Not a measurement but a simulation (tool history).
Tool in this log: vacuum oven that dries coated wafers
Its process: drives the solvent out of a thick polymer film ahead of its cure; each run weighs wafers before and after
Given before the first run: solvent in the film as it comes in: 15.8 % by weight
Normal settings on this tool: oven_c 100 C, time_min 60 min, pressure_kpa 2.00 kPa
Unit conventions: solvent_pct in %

run 1 hour=0.0 | oven_c=100 time_min=60 pressure_kpa=2.00 | solvent_pct=1.07
run 2 hour=26.1 | oven_c=100 time_min=60 pressure_kpa=2.00 | solvent_pct=1.04
run 3 hour=52.7 | oven_c=100 time_min=60 pressure_kpa=2.00 | solvent_pct=1.15
run 4 hour=73.1 | oven_c=100 time_min=60 pressure_kpa=2.00 | solvent_pct=1.03
run 5 hour=88.0 | oven_c=100 time_min=60 pressure_kpa=2.00 | solvent_pct=1.12
run 6 hour=103.0 | oven_c=100 time_min=60 pressure_kpa=2.00 | solvent_pct=1.06
run 7 hour=128.0 | oven_c=100 time_min=60 pressure_kpa=2.00 | solvent_pct=1.07
run 8 hour=158.9 | oven_c=100 time_min=60 pressure_kpa=2.00 | solvent_pct=1.01
run 9 hour=181.6 | oven_c=100 time_min=43 pressure_kpa=2.00 | solvent_pct=1.86
run 10 hour=212.3 | oven_c=100 time_min=43 pressure_kpa=2.00 | solvent_pct=1.82
run 11 hour=243.0 | oven_c=96 time_min=43 pressure_kpa=2.00 | solvent_pct=2.83
run 12 hour=261.1 | oven_c=96 time_min=43 pressure_kpa=2.00 | solvent_pct=2.90
run 13 hour=277.5 | oven_c=100 time_min=60 pressure_kpa=2.00 | solvent_pct=1.16
run 14 hour=310.5 | oven_c=100 time_min=60 pressure_kpa=2.00 | solvent_pct=1.12
run 15 hour=327.9 | oven_c=100 time_min=60 pressure_kpa=2.00 | solvent_pct=1.16
run 16 hour=342.0 | oven_c=100 time_min=60 pressure_kpa=2.00 | solvent_pct=1.10
run 17 hour=370.7 | oven_c=100 time_min=60 pressure_kpa=2.00 | solvent_pct=1.18
run 18 hour=391.8 | oven_c=100 time_min=60 pressure_kpa=7.64 | solvent_pct=2.64
run 19 hour=421.7 | oven_c=100 time_min=60 pressure_kpa=2.00 | solvent_pct=1.16
run 20 hour=436.5 | oven_c=100 time_min=60 pressure_kpa=2.00 | solvent_pct=1.13
run 21 hour=455.1 | oven_c=100 time_min=60 pressure_kpa=2.00 | solvent_pct=1.23
run 22 hour=475.4 | oven_c=100 time_min=60 pressure_kpa=2.00 | solvent_pct=1.10
run 23 hour=497.0 | oven_c=100 time_min=60 pressure_kpa=2.00 | solvent_pct=1.15
run 24 hour=522.5 | oven_c=100 time_min=60 pressure_kpa=2.00 | solvent_pct=1.15
run 25 hour=536.9 | oven_c=92 time_min=62 pressure_kpa=2.78 | solvent_pct=3.04
run 26 hour=558.2 | oven_c=93 time_min=49 pressure_kpa=2.78 | solvent_pct=3.66
run 27 hour=579.3 | oven_c=93 time_min=49 pressure_kpa=2.78 | solvent_pct=3.77
run 28 hour=610.8 | oven_c=95 time_min=49 pressure_kpa=2.78 | solvent_pct=3.02
run 29 hour=643.5 | oven_c=100 time_min=40 pressure_kpa=5.74 | solvent_pct=3.10
run 30 hour=662.2 | oven_c=100 time_min=40 pressure_kpa=5.74 | solvent_pct=3.07
run 31 hour=693.1 | oven_c=100 time_min=40 pressure_kpa=5.74 | solvent_pct=3.07
-- hour=697.0 oven's thermocouples calibrated
run 32 hour=715.1 | oven_c=108 time_min=60 pressure_kpa=2.00 | solvent_pct=0.63
run 33 hour=741.8 | oven_c=98 time_min=60 pressure_kpa=2.00 | solvent_pct=1.70
run 34 hour=758.6 | oven_c=109 time_min=66 pressure_kpa=2.10 | solvent_pct=0.51
-- hour=762.5 oven's thermocouples calibrated, once more
run 35 hour=792.2 | oven_c=100 time_min=49 pressure_kpa=2.00 | solvent_pct=1.42
run 36 hour=816.8 | oven_c=100 time_min=49 pressure_kpa=2.00 | solvent_pct=1.39
run 37 hour=838.9 | oven_c=107 time_min=46 pressure_kpa=2.00 | solvent_pct=0.66
run 38 hour=857.8 | oven_c=107 time_min=66 pressure_kpa=2.00 | solvent_pct=0.39
run 39 hour=871.8 | oven_c=98 time_min=32 pressure_kpa=2.00 | solvent_pct=3.19
run 40 hour=897.4 | oven_c=111 time_min=50 pressure_kpa=1.57 | solvent_pct=0.39
run 41 hour=919.9 | oven_c=89 time_min=81 pressure_kpa=1.20 | solvent_pct=2.14
run 42 hour=948.4 | oven_c=89 time_min=42 pressure_kpa=1.04 | solvent_pct=4.86
run 43 hour=962.4 | oven_c=89 time_min=42 pressure_kpa=1.04 | solvent_pct=4.77
run 44 hour=984.3 | oven_c=90 time_min=46 pressure_kpa=2.59 | solvent_pct=4.51
run 45 hour=1012.0 | oven_c=86 time_min=47 pressure_kpa=2.41 | solvent_pct=5.78
run 46 hour=1040.7 | oven_c=85 time_min=35 pressure_kpa=6.61 | solvent_pct=8.46
run 47 hour=1056.5 | oven_c=85 time_min=35 pressure_kpa=6.61 | solvent_pct=8.30

3 options for the next run, each taken on its own from the tool as it stands now. Forecast them:
run A hour=1082.8 | oven_c=96 time_min=35 pressure_kpa=1.38 | solvent_pct=?
run B hour=1082.8 | oven_c=102 time_min=38 pressure_kpa=3.85 | solvent_pct=?
run C hour=1082.8 | oven_c=100 time_min=60 pressure_kpa=3.94 | solvent_pct=?

run=A solvent_pct=3.53
run=B solvent_pct=2.15
run=C solvent_pct=1.46
With the hidden condition removed and each run's random variation left untouched, the same runs would have given:
run=A solvent_pct=3.31
run=B solvent_pct=1.98
run=C solvent_pct=1.32
